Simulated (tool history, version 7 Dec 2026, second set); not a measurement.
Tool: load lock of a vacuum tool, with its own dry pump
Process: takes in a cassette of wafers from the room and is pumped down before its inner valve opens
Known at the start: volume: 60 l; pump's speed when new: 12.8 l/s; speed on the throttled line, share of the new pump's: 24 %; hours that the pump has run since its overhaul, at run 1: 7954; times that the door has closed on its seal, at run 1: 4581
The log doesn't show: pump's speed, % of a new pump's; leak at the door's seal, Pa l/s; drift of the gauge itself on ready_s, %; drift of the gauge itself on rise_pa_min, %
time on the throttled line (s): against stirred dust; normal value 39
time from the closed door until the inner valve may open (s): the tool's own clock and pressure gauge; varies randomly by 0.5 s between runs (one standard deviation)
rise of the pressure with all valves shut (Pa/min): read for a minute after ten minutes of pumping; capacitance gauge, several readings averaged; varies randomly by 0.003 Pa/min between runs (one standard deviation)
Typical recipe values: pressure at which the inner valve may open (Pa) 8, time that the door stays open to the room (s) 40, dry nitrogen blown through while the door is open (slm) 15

run,hour,time on the throttled line (s),pressure at which the inner valve may open (Pa),time that the door stays open to the room (s),dry nitrogen blown through while the door is open (slm),hours that the pump has run since its overhaul,times that the door has closed on its seal,"incoming humidity of the room's air, %",time from the closed door until the inner valve may open (s),rise of the pressure with all valves shut (Pa/min)
1,0.0,39,8,40,15,7954,4581,45.3,77.5,0.057
2,113.7,39,8,40,15,8068,4888,44.8,76.8,0.053
3,249.7,39,8,40,15,8204,5255,44.5,76.3,0.052
4,332.0,39,8,40,15,8286,5477,42.6,77.5,0.055
5,422.5,39,8,40,15,8377,5722,45.0,78.3,0.061
6,520.3,39,8,40,15,8474,5986,43.7,77.4,0.060
7,650.2,39,8,40,15,8604,6336,43.8,78.3,0.061
8,710.6,40,8,40,15,8665,6500,44.8,78.9,0.060
9,824.0,40,8,40,15,8778,6806,44.1,78.0,0.063
10,961.3,40,8,40,15,8915,7176,45.7,78.1,0.068
11,1079.4,40,8,40,15,9033,7495,44.1,78.1,0.069
12,1189.6,40,8,40,15,9144,7793,46.4,78.8,0.064
13,1273.4,40,8,40,15,9227,8019,48.4,78.5,0.075
14,1391.2,68,8,40,15,9345,8337,45.3,98.5,0.064
15,1508.2,39,8,40,15,9462,8653,44.7,77.8,0.072
16,1584.7,39,8,40,15,9539,8860,46.3,77.9,0.075
17,1682.2,20,7,119,22,9636,9123,47.1,65.2,0.087
18,1800.9,20,15,44,22,9755,9443,48.5,60.4,0.066
19,1886.6,39,8,113,42,9841,9675,44.2,78.4,0.067
20,1961.6,39,8,113,42,9916,9877,48.6,78.4,0.073
21,2067.9,39,8,35,20,10022,10164,45.5,77.3,0.070
22,2201.9,39,8,35,20,10156,10526,41.0,79.0,0.067
23,2326.9,39,8,35,20,10281,10863,44.2,77.9,0.072
24,2393.9,39,8,35,20,10348,11044,42.8,77.8,0.077
25,2505.3,20,9,35,5,10459,11345,44.3,63.9,0.093
26,2600.6,39,13,40,5,10555,11602,44.8,76.3,0.091
27,2725.9,44,13,27,10,10680,11941,48.4,79.5,0.084
28,2829.7,44,13,27,10,10784,12221,43.6,80.7,0.084
29,2971.1,39,8,54,15,10925,12603,45.4,79.0,0.094

What if the next run were any one of these 3? Each begins from the tool's condition after run 29:
A,3097.5,32,8,56,15,11052,12944,47.3,?,?
B,3097.5,53,8,54,15,11052,12944,45.0,?,?
C,3097.5,73,11,239,15,11052,12944,43.9,?,?

run,time from the closed door until the inner valve may open (s),rise of the pressure with all valves shut (Pa/min)
A,74.1,0.092
B,88.0,0.095
C,101.9,0.122
Without the tool's unlogged condition, the same runs would have read:
run,time from the closed door until the inner valve may open (s),rise of the pressure with all valves shut (Pa/min)
A,69.1,0.038
B,83.7,0.042
C,98.5,0.067
